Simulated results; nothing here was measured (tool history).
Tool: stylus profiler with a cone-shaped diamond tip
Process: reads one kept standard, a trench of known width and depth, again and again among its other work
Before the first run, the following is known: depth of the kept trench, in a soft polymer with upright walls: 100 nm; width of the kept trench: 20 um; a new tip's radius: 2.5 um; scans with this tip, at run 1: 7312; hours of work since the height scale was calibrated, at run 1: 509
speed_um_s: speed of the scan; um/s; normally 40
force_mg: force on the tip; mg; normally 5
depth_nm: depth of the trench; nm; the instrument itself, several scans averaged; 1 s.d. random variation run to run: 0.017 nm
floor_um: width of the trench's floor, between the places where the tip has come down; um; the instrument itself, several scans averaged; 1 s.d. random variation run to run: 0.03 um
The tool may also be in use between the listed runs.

run     day  speed_um_s  force_mg  scans with this tip  hours of work since the height scale was calibrated  depth_nm  floor_um
  1       0          40         5                 7312                                                  509    101.66        18
  2   1.304          89         5                 7585                                                  528    101.74     17.86
  3   2.142          10         5                 7760                                                  540    101.68     18.07
  4   3.817          10         5                 8110                                                  565    101.68     18.11
  5   5.083          18         5                 8376                                                  583     101.7     18.06
  6   6.812          40         5                 8737                                                  608    101.72     17.98
  7   8.542          40         5                 9099                                                  633    101.71     17.96
  8  10.108          40         5                 9427                                                  656    101.72     17.89
  9    11.4          40         5                 9697                                                  675    101.72      17.9
 10  13.088          75         5                10050                                                  700    101.75     17.77
 11  14.608          40      3.31                10369                                                  722    101.36     17.86
     14.842  -- new tip fitted, height scale calibrated
 12  16.183          49      3.31                  281                                                   20    101.15     18.38
 13  17.771          40         5                  613                                                   43    101.57     18.44
 14  18.758          58         5                  820                                                   57    101.54     18.31
 15  20.642          58         5                 1213                                                   84    101.54     18.31
 16  21.625          58         5                 1419                                                   99    101.57     18.38
 17  22.662          40      5.24                 1636                                                  114    101.61      18.4
 18  23.975          40      2.34                 1911                                                  133    100.93     18.29
     24.142  -- height scale calibrated on a step standard
 19  25.721          40         5                 2271                                                   23     101.6     18.32
 20  27.554          40         5                 2655                                                   50    101.56     18.28
 21  29.325          40         5                 3026                                                   76     101.6      18.3
     29.529  -- height scale calibrated on a step standard, once more
 22  31.338          40         5                 3443                                                   26    101.56     18.31
 23  32.262          21      5.84                 3636                                                   40    101.71     18.28
 24  33.988          21      5.84                 3997                                                   65    101.73     18.27
 25  35.575          21      5.84                 4330                                                   88    101.71     18.29
 26  36.567          21      5.84                 4537                                                  103     101.7      18.3
 27  37.771          73      2.25                 4788                                                  120    100.91     17.94
 28  39.121          11      4.73                 5071                                                  140    101.52     18.25
 29  40.288          11      4.73                 5315                                                  157    101.49     18.26
 30  41.421          11      4.73                 5552                                                  173    101.49     18.22
 31  42.821          11      4.73                 5845                                                  194     101.5     18.28
 32  44.133         156      6.99                 6120                                                  213    101.95     17.78
 33  45.575          17      1.87                 6421                                                  234    100.81     18.19
 34  46.929          85     10.46                 6704                                                  253    102.58     18.02
 35  47.946          85     10.46                 6917                                                  268    102.57        18
 36  48.975          17      2.15                 7133                                                  283    100.92     18.12
 37  50.596          29      3.84                 7472                                                  307     101.3        18
 38  52.192          70      3.68                 7806                                                  330    101.28     17.87
 39      54          15      3.16                 8184                                                  357    101.19     18.09
 40  55.475          11      3.15                 8493                                                  378     101.2     18.06
 41  56.358         134      2.32                 8678                                                  391    100.97     17.44

Forecast run 42:
 42  57.275          44      7.15                 8869                                                  404         ?         ?

depth_nm: 102.03 nm
floor_um: 18.05 um
Take away the tool's hidden state, keep the run-to-run variation as it was, and the same run would have given depth_nm 102 nm, floor_um 18.54 um.
